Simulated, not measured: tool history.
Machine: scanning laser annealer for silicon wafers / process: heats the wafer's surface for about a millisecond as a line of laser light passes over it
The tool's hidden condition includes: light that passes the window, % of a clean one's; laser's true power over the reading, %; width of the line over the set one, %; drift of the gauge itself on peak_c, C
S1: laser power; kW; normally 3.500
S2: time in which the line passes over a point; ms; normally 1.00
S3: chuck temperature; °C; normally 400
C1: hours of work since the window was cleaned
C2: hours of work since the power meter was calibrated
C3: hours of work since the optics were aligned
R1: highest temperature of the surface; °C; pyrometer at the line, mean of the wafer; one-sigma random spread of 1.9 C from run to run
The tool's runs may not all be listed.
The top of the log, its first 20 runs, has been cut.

run	hour	S1	S2	S3	C1	C2	C3	R1
21	132.3	3.721	1.01	439	180	130	1119	1278
22	136.3	3.721	1.01	439	181	131	1120	1276
23	141.4	3.119	1.01	439	183	133	1123	1111
24	146.1	3.119	1.01	439	185	135	1125	1111
25	151.5	3.500	0.85	390	188	138	1127	1103
26	156.4	3.500	0.85	390	190	140	1129	1104
27	162.5	3.500	1.00	364	192	142	1131	1134
28	171.4	3.497	1.14	400	196	146	1135	1226
29	176.3	3.779	1.25	438	198	148	1137	1387
30	183.5	3.779	1.25	438	201	151	1140	1389
31	188.9	3.664	1.22	405	203	153	1143	1308
32	193.6	3.500	0.87	362	205	155	1145	1084
33	200.7	3.500	0.78	376	208	158	1148	1060
34	205.3	3.500	1.08	405	210	160	1150	1205
35	209.5	3.645	1.20	430	212	162	1151	1319

Forecast each of these 3 alternatives for the next run:
A	213.6	3.500	1.00	430	214	164	1153	?
B	213.6	3.590	1.01	370	214	164	1153	?
C	213.6	3.645	1.04	370	214	164	1153	?

run	R1
A	1205
B	1168
C	1197
Without the tool's hidden state the same runs would have given:
run	R1
A	1206
B	1169
C	1197

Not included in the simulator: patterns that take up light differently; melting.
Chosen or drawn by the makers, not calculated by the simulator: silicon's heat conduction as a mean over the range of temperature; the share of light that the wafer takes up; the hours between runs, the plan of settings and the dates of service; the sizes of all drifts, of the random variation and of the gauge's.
